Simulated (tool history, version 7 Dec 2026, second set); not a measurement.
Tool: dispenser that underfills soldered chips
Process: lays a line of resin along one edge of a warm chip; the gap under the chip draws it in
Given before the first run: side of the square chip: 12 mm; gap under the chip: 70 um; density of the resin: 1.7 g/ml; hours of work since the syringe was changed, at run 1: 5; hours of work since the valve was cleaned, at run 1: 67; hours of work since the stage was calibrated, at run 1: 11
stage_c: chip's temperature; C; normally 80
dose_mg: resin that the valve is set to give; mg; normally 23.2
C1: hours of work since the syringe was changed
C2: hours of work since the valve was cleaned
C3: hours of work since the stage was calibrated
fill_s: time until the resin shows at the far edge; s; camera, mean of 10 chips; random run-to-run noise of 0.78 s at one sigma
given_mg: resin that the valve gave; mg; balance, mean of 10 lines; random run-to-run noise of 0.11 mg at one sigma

Run 1, hour 0.0: usual settings; C1 5; C2 67; C3 11. Result: fill_s 106.4 s, given_mg 22.69 mg.
At hour 3.2: new syringe of resin.
Run 2, hour 4.1: usual settings; C1 1; C2 69; C3 13. Result: fill_s 75.9 s, given_mg 22.51 mg.
Run 3, hour 7.7: usual settings but dose_mg 23.8 mg; C1 3; C2 72; C3 16. Result: fill_s 89.4 s, given_mg 23.01 mg.
Run 4, hour 10.4: usual settings but dose_mg 28.1 mg; C1 5; C2 73; C3 17. Result: fill_s 96.4 s, given_mg 27.34 mg.
At hour 14.6: new syringe of resin.
Run 5, hour 15.2: usual settings but dose_mg 28.1 mg; C1 0; C2 76; C3 20. Result: fill_s 70.5 s, given_mg 27.23 mg.
Run 6, hour 18.2: usual settings but dose_mg 28.1 mg; C1 2; C2 78; C3 22. Result: fill_s 81.6 s, given_mg 27.23 mg.
Run 7, hour 22.1: usual settings but dose_mg 28.1 mg; C1 5; C2 81; C3 25. Result: fill_s 97.4 s, given_mg 27.25 mg.
Run 8, hour 25.0: usual settings but dose_mg 28.1 mg; C1 7; C2 82; C3 26. Result: fill_s 109.2 s, given_mg 27.19 mg.
At hour 25.8: new syringe of resin.
Run 9, hour 28.2: usual settings but stage_c 75 C, dose_mg 28.1 mg; C1 2; C2 84; C3 28. Result: fill_s 88.9 s, given_mg 27.20 mg.
Run 10, hour 31.8: usual settings but stage_c 75 C, dose_mg 28.1 mg; C1 4; C2 86; C3 30. Result: fill_s 107.0 s, given_mg 27.08 mg.
Run 11, hour 34.5: usual settings but stage_c 75 C, dose_mg 28.1 mg; C1 5; C2 88; C3 32. Result: fill_s 121.0 s, given_mg 26.99 mg.
At hour 37.1: new syringe of resin.
Run 12, hour 38.4: usual settings but stage_c 75 C, dose_mg 28.1 mg; C1 1; C2 90; C3 34. Result: fill_s 84.3 s, given_mg 27.20 mg.
Run 13, hour 41.9: usual settings but stage_c 75 C, dose_mg 28.1 mg; C1 3; C2 93; C3 37. Result: fill_s 100.1 s, given_mg 27.08 mg.
Run 14, hour 44.2: usual settings but stage_c 83 C, dose_mg 28.1 mg; C1 4; C2 94; C3 38. Result: fill_s 87.4 s, given_mg 27.21 mg.
Run 15, hour 47.4: usual settings but stage_c 83 C, dose_mg 28.1 mg; C1 6; C2 96; C3 40. Result: fill_s 100.6 s, given_mg 26.90 mg.
At hour 48.4: new syringe of resin.
Run 16, hour 51.4: usual settings but stage_c 83 C, dose_mg 28.1 mg; C1 2; C2 99; C3 43. Result: fill_s 71.6 s, given_mg 27.18 mg.
Run 17, hour 55.3: usual settings; C1 4; C2 101; C3 45. Result: fill_s 97.5 s, given_mg 22.31 mg.
Run 18, hour 57.7: usual settings but dose_mg 24.9 mg; C1 6; C2 103; C3 47. Result: fill_s 105.8 s, given_mg 24.02 mg.
At hour 59.6: new syringe of resin.
Run 19, hour 61.0: usual settings but dose_mg 24.9 mg; C1 1; C2 104; C3 48. Result: fill_s 76.3 s, given_mg 23.96 mg.
Run 20, hour 63.1: usual settings but stage_c 79 C, dose_mg 19.9 mg; C1 2; C2 106; C3 50. Result: fill_s 93.6 s, given_mg 19.10 mg.
Run 21, hour 66.0: usual settings but stage_c 79 C, dose_mg 19.9 mg; C1 4; C2 108; C3 52. Result: fill_s 104.3 s, given_mg 19.05 mg.
Run 22, hour 68.9: usual settings but stage_c 72 C, dose_mg 25.0 mg; C1 6; C2 109; C3 53. Result: fill_s 135.6 s, given_mg 23.78 mg.
At hour 70.8: new syringe of resin.
Run 23, hour 72.5: usual settings but stage_c 88 C, dose_mg 20.5 mg; C1 1; C2 112; C3 56. Result: fill_s 65.1 s, given_mg 19.64 mg.
Run 24, hour 75.5: usual settings but stage_c 88 C, dose_mg 20.5 mg; C1 3; C2 113; C3 57. Result: fill_s 74.4 s, given_mg 19.67 mg.
Run 25, hour 78.2: usual settings but stage_c 88 C, dose_mg 20.5 mg; C1 5; C2 115; C3 59. Result: fill_s 84.0 s, given_mg 19.71 mg.
At hour 82.1: new syringe of resin.
Run 26, hour 82.6: usual settings but stage_c 88 C, dose_mg 20.5 mg; C1 0; C2 118; C3 62. Result: fill_s 62.4 s, given_mg 19.78 mg.
Run 27, hour 85.6: usual settings but stage_c 79 C, dose_mg 27.2 mg; C1 2; C2 120; C3 64. Result: fill_s 83.7 s, given_mg 25.95 mg.
Run 28, hour 88.9: usual settings but stage_c 79 C, dose_mg 27.2 mg; C1 4; C2 122; C3 66. Result: fill_s 97.4 s, given_mg 25.90 mg.
Run 29, hour 91.1: usual settings but stage_c 73 C, dose_mg 20.5 mg; C1 6; C2 123; C3 67. Result: fill_s 139.1 s, given_mg 19.53 mg.
At hour 93.2: new syringe of resin.
Run 30, hour 93.5: usual settings but stage_c 85 C, dose_mg 25.3 mg; C1 0; C2 124; C3 68. Result: fill_s 61.5 s, given_mg 23.97 mg.
Run 31, hour 98.3: usual settings but stage_c 82 C, dose_mg 23.0 mg; C1 3; C2 127; C3 71. Result: fill_s 85.0 s, given_mg 22.02 mg.
At hour 100.6: dispensing valve cleaned and set on the balance.
Run 32, hour 101.9: usual settings but stage_c 76 C, dose_mg 20.9 mg; C1 5; C2 1; C3 73. Result: fill_s 116.5 s, given_mg 20.91 mg.
At hour 105.6: new syringe of resin.
Run 33, hour 105.6: usual settings but stage_c 76 C, dose_mg 20.9 mg; C1 0; C2 3; C3 75. Result: fill_s 84.1 s, given_mg 20.94 mg.
Run 34, hour 107.5: usual settings but stage_c 76 C, dose_mg 20.9 mg; C1 1; C2 4; C3 77. Result: fill_s 91.3 s, given_mg 20.82 mg.
Run 35, hour 110.3: usual settings but stage_c 89 C, dose_mg 28.8 mg; C1 3; C2 6; C3 78. Result: fill_s 65.2 s, given_mg 28.76 mg.
Run 36, hour 114.3: usual settings but stage_c 66 C, dose_mg 29.5 mg; C1 6; C2 8; C3 81. Result: fill_s 155.6 s, given_mg 29.33 mg.

Selected run-to-run steps in fill_s, each split into two signed amounts: the part the tool would show with no hidden state at all (from settings, incoming material and random variation), and the remainder, which goes to the hidden state together with any gauge scatter not common to the measured and the hidden-state-free results:
Hidden conditions of the tool in this case: resin's viscosity, % of fresh resin's; dose that the valve gives, % of what is set; true chip temperature over the reading, C; drift of the gauge itself on fill_s, %; drift of the gauge itself on given_mg, %.
Run 22 -> 23: stage_c 72 -> 88, dose_mg 25.0 -> 20.5, new syringe of resin. fill_s -70.5 s: hidden state -41.5, all else -29.0.
Run 29 -> 30: stage_c 73 -> 85, dose_mg 20.5 -> 25.3, new syringe of resin. fill_s -77.6 s: hidden state -46.8, all else -30.8.
Run 35 -> 36: stage_c 89 -> 66, dose_mg 28.8 -> 29.5. fill_s +90.4 s: hidden state +37.1, all else +53.3.
